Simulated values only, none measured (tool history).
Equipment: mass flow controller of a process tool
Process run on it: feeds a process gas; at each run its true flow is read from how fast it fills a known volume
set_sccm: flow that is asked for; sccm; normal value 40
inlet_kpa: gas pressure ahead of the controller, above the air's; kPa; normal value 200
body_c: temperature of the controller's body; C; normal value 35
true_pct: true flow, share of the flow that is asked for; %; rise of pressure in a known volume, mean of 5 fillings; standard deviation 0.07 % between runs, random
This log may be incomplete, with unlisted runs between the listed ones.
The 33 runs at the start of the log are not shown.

run,hour,set_sccm,inlet_kpa,body_c,hours of work since the controller was set to zero,hours of work since the controller was changed,true_pct
34,3033.9,10,227,35,2865,2865,94.78
35,3151.6,43,227,35,2948,2948,95.44
36,3273.7,43,227,35,3033,3033,95.41
37,3351.8,40,147,35,3088,3088,94.75
38,3415.9,40,147,35,3133,3133,94.82
39,3525.1,39,147,37,3209,3209,94.51
40,3624.8,39,189,28,3279,3279,95.41
41,3686,39,189,26,3322,3322,95.27
# hour 3720.5: gauge calibrated
42,3768.9,39,189,26,3380,3380,98.19
43,3883.4,39,189,26,3460,3460,98.09
44,3988.3,50,225,26,3534,3534,98.44
45,4065.9,50,214,26,3588,3588,98.25
46,4159.1,10,214,30,3653,3653,96.81
47,4288.6,53,200,31,3744,3744,97.91

Forecast each of these 3 alternatives for the next run:
A,4418.3,87,170,31,3835,3835,?
B,4418.3,73,200,33,3835,3835,?
C,4418.3,19,200,35,3835,3835,?

run,true_pct
A,98.53
B,98.16
C,96.41
The same runs, with their run-to-run variation unchanged, on a tool lacking any hidden condition would have given:
run,true_pct
A,99.07
B,98.69
C,96.93
